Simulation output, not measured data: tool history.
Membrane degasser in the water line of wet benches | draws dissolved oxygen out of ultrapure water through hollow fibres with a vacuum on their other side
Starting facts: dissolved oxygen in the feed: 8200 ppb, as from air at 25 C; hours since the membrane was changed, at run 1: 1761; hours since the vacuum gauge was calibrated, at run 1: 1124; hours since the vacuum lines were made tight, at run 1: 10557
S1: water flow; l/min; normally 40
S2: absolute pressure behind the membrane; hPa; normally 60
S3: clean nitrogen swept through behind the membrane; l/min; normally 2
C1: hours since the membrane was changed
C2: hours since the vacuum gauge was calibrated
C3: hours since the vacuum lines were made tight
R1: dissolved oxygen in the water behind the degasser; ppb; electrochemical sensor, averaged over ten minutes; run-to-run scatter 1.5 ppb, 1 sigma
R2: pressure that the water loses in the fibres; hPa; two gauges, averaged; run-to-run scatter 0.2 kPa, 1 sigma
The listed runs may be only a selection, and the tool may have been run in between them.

run    hour  S1     S2    S3    C1    C2     C3     R1     R2
  1       0  40     60     2  1761  1124  10557  148.3  427.3
  2    38.7  40   53.8     2  1800  1162  10595  121.2  423.9
  3    76.7  29   53.8     2  1838  1201  10633   78.3  309.4
  4    98.9  29   53.8     2  1860  1223  10656   78.1  310.8
  5   123.2  29   53.8     2  1885  1247  10680     80  309.9
  6   167.1  29   53.8     2  1928  1291  10724   79.7  307.2
  7   209.7  53     60     2  1971  1334  10766    228  563.8
  8   236.3  53     60     2  1998  1360  10793  228.7  569.6
  9   281.5  53     60     2  2043  1405  10838  225.8  562.7
 10   315.3  53     60     2  2077  1439  10872  226.5  563.1
 11   355.9  53     60     2  2117  1480  10913  225.3  564.7
 12   387.5  53     60     2  2149  1511  10944  226.2    563
 13   434.3  40     60     2  2196  1558  10991  151.2  426.6
 14   469.7  40     60     2  2231  1594  11026  150.6  427.3
 15   497.1  40     60  2.39  2258  1621  11054    132  427.9
 16   520.8  40     60     2  2282  1645  11078  147.6  428.2
 17     560  40     60     2  2321  1684  11117  150.6    426
 18   598.1  40   46.5  3.33  2359  1722  11155   67.4  425.2
 19   635.3  40   46.5  2.82  2397  1759  11192   74.5  426.3
      640.9  -- seals of the vacuum lines changed
 20   670.4  40   46.5  2.82  2430  1792     30   75.1  430.2
 21   697.9  40     60  3.28  2457  1820     57  104.7  425.9
 22   717.6  40     60  3.28  2477  1839     77  105.9  426.4
 23   752.3  38   73.8  0.95  2512  1874    111  340.4  407.4
 24   787.7  38   73.8  1.49  2547  1909    147  249.1  407.2
 25   807.7  38   73.8  1.49  2567  1929    167  252.7  410.4
 26   845.2  38   73.8  1.49  2605  1967    204  249.7  406.2
 27   871.3  26   82.1  4.59  2631  1993    230   71.3  280.6
 28   917.9  26   82.1  4.59  2677  2040    277     72  277.7
 29   956.5  26     92  2.58  2716  2078    316  144.1  278.4
 30   999.4  40   87.5  4.54  2759  2121    359  142.1  429.8
 31  1046.5  40     60  1.51  2806  2168    406  182.4  428.8
 32  1082.4  55  105.6  1.51  2842  2204    442  594.4    593

3 ways to go on from here, each from the tool as it stands after run 32. What would each give?
  A  1114.7  40  123.7  4.95  2874  2236  474   ?   ?
  B  1114.7  55  105.6  2.54  2874  2236  474   ?   ?
  C  1114.7  45  105.6  1.51  2874  2236  474   ?   ?

run     R1     R2
  A  202.7  431.5
  B  418.4  587.1
  C  488.1  486.1
Without the tool's unlogged condition, the same runs would have read:
run     R1     R2
  A  199.7    423
  B  411.5  575.5
  C  484.2  476.5

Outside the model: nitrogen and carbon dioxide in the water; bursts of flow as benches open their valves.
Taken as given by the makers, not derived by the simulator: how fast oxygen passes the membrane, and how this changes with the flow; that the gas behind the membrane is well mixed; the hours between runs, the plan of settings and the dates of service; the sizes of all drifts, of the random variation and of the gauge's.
